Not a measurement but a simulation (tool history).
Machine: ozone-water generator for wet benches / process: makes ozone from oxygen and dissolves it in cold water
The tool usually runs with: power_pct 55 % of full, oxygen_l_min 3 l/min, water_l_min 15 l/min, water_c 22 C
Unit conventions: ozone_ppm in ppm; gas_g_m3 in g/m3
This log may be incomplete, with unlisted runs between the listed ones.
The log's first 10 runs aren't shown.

run     day  power_pct  oxygen_l_min  water_l_min  water_c  hours of work since the electrodes were changed  hours of work since the contactor was cleaned  hours of work since the thermometer was calibrated  ozone_ppm  gas_g_m3
 11  12.612         45             3           10       22                                              422                                           7790                                                5267       12.1     119.7
 12  13.629         80             3           15       22                                              441                                           7809                                                5286       14.6     204.4
 13  15.338         55             3           15       22                                              473                                           7841                                                5318       10.2     146.4
 14  16.175         55             3           15       25                                              488                                           7856                                                5333         10     143.7
 15    17.4         55             3           15       25                                              511                                           7879                                                5356        9.8     146.3
 16  18.867         55             3           15       25                                              538                                           7906                                                5383         10     144.5
 17  20.067         55             3           15       22                                              560                                           7928                                                5405       10.3     144.4
 18  21.317         55             3           13       30                                              583                                           7951                                                5428       10.4       144
 19  23.162         55             3           13       30                                              617                                           7985                                                5462       10.4     145.5
 20  24.696         55          1.68           22       22                                              645                                           8013                                                5490        5.6     182.4
 21  25.583         55          2.31           15       22                                              661                                           8029                                                5507        9.5     160.8
     25.742  -- water thermometer calibrated
 22  26.812         55          3.31           13       18                                              684                                           8052                                                  20       12.9     139.9
 23  28.175         89           1.5           13       18                                              709                                           8077                                                  45       16.6     297.8
 24  29.304         90           1.5           23       18                                              730                                           8098                                                  66        8.4     306.2
 25  30.575         90           1.5           23       18                                              753                                           8121                                                  89        8.4     303.5
 26  32.467         90           1.5           23       18                                              788                                           8156                                                 124        8.3     304.8
 27  33.988         90          1.98           15       25                                              816                                           8184                                                 152       14.3     273.7
 28  35.321         90          1.98           15       18                                              841                                           8209                                                 177       15.4     270.2
 29  37.129         93          5.06           12       20                                              874                                           8242                                                 210       22.2     193.2
 30  38.017         93          5.06           12       20                                              890                                           8258                                                 226       22.4     195.2
 31      39         46          3.33           22       21                                              908                                           8276                                                 244          6     117.3
 32  40.383         44           2.6           13       14                                              934                                           8302                                                 270       10.3     124.9
 33  42.325         44           2.6           13       14                                              970                                           8338                                                 306       10.3     123.7

Forecast each of these 4 alternatives for the next run:
  A  44.017         44           2.6           13       16                                             1001                                           8369                                                 337          ?         ?
  B  44.017         85           2.6           13       14                                             1001                                           8369                                                 337          ?         ?
  C  44.017         97             3           15       22                                             1001                                           8369                                                 337          ?         ?
  D  44.017         44           2.6           13       19                                             1001                                           8369                                                 337          ?         ?

run  ozone_ppm  gas_g_m3
  A         10     123.7
  B       19.1     230.6
  C       17.5       247
  D        9.5     124.1
Take away the tool's hidden state, keep each run's random variation, and the runs would have read:
run  ozone_ppm  gas_g_m3
  A         10     123.7
  B       19.2     230.7
  C       17.5     247.1
  D        9.5     124.1
